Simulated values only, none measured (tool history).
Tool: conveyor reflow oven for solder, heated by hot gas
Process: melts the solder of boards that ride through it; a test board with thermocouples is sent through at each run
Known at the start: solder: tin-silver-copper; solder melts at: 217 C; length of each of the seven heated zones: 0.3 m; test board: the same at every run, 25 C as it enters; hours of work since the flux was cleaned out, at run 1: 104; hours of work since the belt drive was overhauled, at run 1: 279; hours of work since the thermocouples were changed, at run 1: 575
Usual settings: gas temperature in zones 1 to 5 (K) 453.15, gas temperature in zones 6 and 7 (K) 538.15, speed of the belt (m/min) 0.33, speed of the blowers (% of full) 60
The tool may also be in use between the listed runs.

run	hour	gas temperature in zones 1 to 5 (K)	gas temperature in zones 6 and 7 (K)	speed of the belt (m/min)	speed of the blowers (% of full)	hours of work since the flux was cleaned out	hours of work since the belt drive was overhauled	hours of work since the thermocouples were changed	highest temperature of the board (K)	time above the solder's melting point (s)
1	0	453.15	538.15	0.33	60	104	279	575	521.45	80.1
2	11.9	453.15	538.15	0.33	60	112	286	582	521.65	79.5
3	19.6	453.15	538.15	0.33	60	117	291	587	521.55	79.9
4	31.5	453.15	538.15	0.33	60	124	298	595	521.75	79.6
5	39.7	453.15	537.15	0.33	60	129	304	600	520.75	78.8
6	48	453.15	537.15	0.33	60	134	309	605	520.75	78.8
7	59	453.15	537.15	0.33	60	141	316	612	520.45	78.1
8	65.9	453.15	537.15	0.33	60	146	320	616	520.35	78.8
9	76.1	453.15	537.15	0.33	60	152	327	623	520.75	79.2
10	84.7	453.15	537.15	0.33	60	158	332	628	520.95	79.1
11	94	453.15	537.15	0.33	60	164	338	634	520.65	79
12	103	453.15	538.15	0.33	60	169	344	640	521.75	80
13	113	453.15	538.15	0.33	60	176	350	646	521.55	79.8
14	120.9	453.15	538.15	0.33	71	181	355	651	524.55	84.4
15	131.1	453.15	538.15	0.33	71	187	361	658	524.85	83.8
16	142.4	453.15	538.15	0.33	71	194	368	665	524.55	84.6
17	151.3	453.15	548.15	0.33	52	200	374	670	527.25	84.1
# hour 168.2: flux residue cleaned out of gas plates and filters
18	169	458.15	526.15	0.33	52	1	382	678	510.05	65.5

The next listed run, before its measurement:
19	180	446.15	537.15	0.265	51	7	389	685	?	?

highest temperature of the board (K): 523.35
time above the solder's melting point (s): 98.6
Without the tool's hidden state the same run would have given highest temperature of the board (K) 523.35, time above the solder's melting point (s) 98.6.

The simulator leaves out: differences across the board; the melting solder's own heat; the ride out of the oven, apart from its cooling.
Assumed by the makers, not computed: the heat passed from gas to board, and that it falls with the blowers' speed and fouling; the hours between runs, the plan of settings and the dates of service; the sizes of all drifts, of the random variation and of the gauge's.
